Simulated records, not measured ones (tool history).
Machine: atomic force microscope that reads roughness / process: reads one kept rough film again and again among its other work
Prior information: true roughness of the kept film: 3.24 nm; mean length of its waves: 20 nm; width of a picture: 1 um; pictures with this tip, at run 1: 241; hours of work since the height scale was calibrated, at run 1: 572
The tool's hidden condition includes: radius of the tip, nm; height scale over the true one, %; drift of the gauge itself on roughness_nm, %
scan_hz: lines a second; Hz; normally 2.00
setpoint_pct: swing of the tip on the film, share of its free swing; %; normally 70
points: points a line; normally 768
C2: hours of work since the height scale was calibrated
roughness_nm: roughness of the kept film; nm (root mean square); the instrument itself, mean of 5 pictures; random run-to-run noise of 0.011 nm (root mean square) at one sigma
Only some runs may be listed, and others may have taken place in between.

Run 1, hour 0.0: usual settings; pictures with this tip 241; C2 572. Result: roughness_nm 2.476 nm (root mean square).
Run 2, hour 25.3: usual settings but setpoint_pct 78 %; pictures with this tip 306; C2 591. Result: roughness_nm 2.400 nm (root mean square).
Run 3, hour 48.3: usual settings but points 391; pictures with this tip 366; C2 609. Result: roughness_nm 2.440 nm (root mean square).
At hour 57.3: new tip fitted.
Run 4, hour 82.6: usual settings but points 391; pictures with this tip 65; C2 635. Result: roughness_nm 2.465 nm (root mean square).
Run 5, hour 114.4: usual settings but setpoint_pct 78 %; pictures with this tip 147; C2 659. Result: roughness_nm 2.398 nm (root mean square).
Run 6, hour 131.0: usual settings but setpoint_pct 78 %; pictures with this tip 191; C2 672. Result: roughness_nm 2.404 nm (root mean square).
Run 7, hour 147.1: usual settings but setpoint_pct 74 %; pictures with this tip 232; C2 684. Result: roughness_nm 2.447 nm (root mean square).
Run 8, hour 174.8: usual settings but setpoint_pct 59 %; pictures with this tip 304; C2 705. Result: roughness_nm 2.534 nm (root mean square).
Run 9, hour 204.3: usual settings but scan_hz 0.92 Hz, setpoint_pct 59 %; pictures with this tip 380; C2 728. Result: roughness_nm 2.583 nm (root mean square).
At hour 206.6: new tip fitted.
Run 10, hour 220.8: usual settings but scan_hz 0.92 Hz, setpoint_pct 59 %; pictures with this tip 37; C2 740. Result: roughness_nm 2.596 nm (root mean square).
Run 11, hour 248.2: usual settings but scan_hz 0.92 Hz, setpoint_pct 88 %; pictures with this tip 108; C2 761. Result: roughness_nm 2.467 nm (root mean square).
Run 12, hour 276.3: usual settings but scan_hz 0.92 Hz, setpoint_pct 88 %; pictures with this tip 180; C2 782. Result: roughness_nm 2.472 nm (root mean square).
Run 13, hour 292.6: usual settings; pictures with this tip 223; C2 795. Result: roughness_nm 2.496 nm (root mean square).
Run 14, hour 310.0: usual settings; pictures with this tip 268; C2 808. Result: roughness_nm 2.468 nm (root mean square).
Run 15, hour 332.7: usual settings; pictures with this tip 327; C2 826. Result: roughness_nm 2.497 nm (root mean square).
At hour 354.9: new tip fitted.
Run 16, hour 365.4: usual settings; pictures with this tip 27; C2 850. Result: roughness_nm 2.500 nm (root mean square).
Run 17, hour 396.8: usual settings but scan_hz 1.00 Hz; pictures with this tip 108; C2 874. Result: roughness_nm 2.558 nm (root mean square).
Run 18, hour 422.2: usual settings but scan_hz 2.35 Hz; pictures with this tip 174; C2 894. Result: roughness_nm 2.449 nm (root mean square).
Run 19, hour 436.9: usual settings but scan_hz 2.35 Hz; pictures with this tip 212; C2 905. Result: roughness_nm 2.446 nm (root mean square).
Run 20, hour 455.6: usual settings but scan_hz 0.89 Hz, setpoint_pct 67 %, points 514; pictures with this tip 261; C2 919. Result: roughness_nm 2.572 nm (root mean square).
Run 21, hour 483.5: usual settings but scan_hz 0.89 Hz, setpoint_pct 67 %, points 514; pictures with this tip 333; C2 940. Result: roughness_nm 2.543 nm (root mean square).
At hour 503.5: new tip fitted.
Run 22, hour 507.9: usual settings but setpoint_pct 82 %, points 356; pictures with this tip 12; C2 959. Result: roughness_nm 2.322 nm (root mean square).

Run 23 has not been measured yet. What should we expect?
Run 23, hour 530.3: usual settings but setpoint_pct 79 %, points 356; pictures with this tip 70; C2 976. Result: roughness_nm ?.

Run 23 gave roughness_nm 2.345 nm (root mean square).
The same run, on a tool lacking any hidden state, would have yielded roughness_nm 2.346 nm (root mean square).
